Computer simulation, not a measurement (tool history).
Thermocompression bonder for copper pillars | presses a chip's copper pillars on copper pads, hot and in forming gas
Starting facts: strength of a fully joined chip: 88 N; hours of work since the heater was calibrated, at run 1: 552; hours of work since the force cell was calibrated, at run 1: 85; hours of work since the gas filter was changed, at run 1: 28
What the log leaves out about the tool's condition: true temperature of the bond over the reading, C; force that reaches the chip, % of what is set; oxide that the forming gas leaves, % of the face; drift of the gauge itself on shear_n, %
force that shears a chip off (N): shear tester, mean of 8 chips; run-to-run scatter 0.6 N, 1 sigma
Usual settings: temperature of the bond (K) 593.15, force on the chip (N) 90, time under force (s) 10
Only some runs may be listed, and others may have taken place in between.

run   hour  temperature of the bond (K)  force on the chip (N)  time under force (s)  hours of work since the heater was calibrated  hours of work since the force cell was calibrated  hours of work since the gas filter was changed  force that shears a chip off (N)
  1    0.0                       593.15                     90                    10                                            552                                                 85                                              28                              40.7
  2   16.1                       605.15                     90                    10                                            564                                                 97                                              40                              45.5
      49.7  -- heater calibrated with a thermocouple chip
  3   53.5                       605.15                     90                    10                                              3                                                123                                              65                              50.3
  4   80.4                       605.15                     90                    10                                             22                                                142                                              85                              48.3
  5   98.9                       605.15                     90                    10                                             36                                                156                                              98                              49.0
  6  114.8                       605.15                     90                    10                                             47                                                167                                             110                              49.4
     118.7  -- force cell calibrated
     142.6  -- forming gas filter changed
  7  148.5                       565.15                     90                    10                                             70                                                 21                                               4                              31.5
  8  169.8                       615.15                     71                    18                                             86                                                 37                                              20                              54.8
  9  187.3                       593.15                    106                     7                                             99                                                 50                                              33                              44.8
     206.0  -- force cell calibrated, once more
 10  223.0                       593.15                     90                    11                                            124                                                 12                                              57                              44.6
 11  252.2                       593.15                     90                    11                                            145                                                 34                                              79                              44.8
 12  280.1                       573.15                     57                    11                                            165                                                 54                                              99                              22.0
 13  298.5                       573.15                     57                     5                                            178                                                 67                                             112                              14.4
 14  315.7                       573.15                     57                     5                                            191                                                 80                                             125                              15.0

Some steps in force that shears a chip off (N), run to run, broken into two amounts with sign: the step expected even without the hidden condition (settings, incoming material, random variation), and the rest, left for the hidden condition together with whatever gauge scatter is not in both the measured and the hidden-condition-free result:
Run 6 -> 7: temperature of the bond (K) 605.15 -> 565.15, force cell calibrated, forming gas filter changed. force that shears a chip off (N) -17.9: hidden state +3.3, all else -21.2.
Run 7 -> 8: temperature of the bond (K) 565.15 -> 615.15, force on the chip (N) 90 -> 71, time under force (s) 10 -> 18. force that shears a chip off (N) +23.3: hidden state -1.1, all else +24.4.
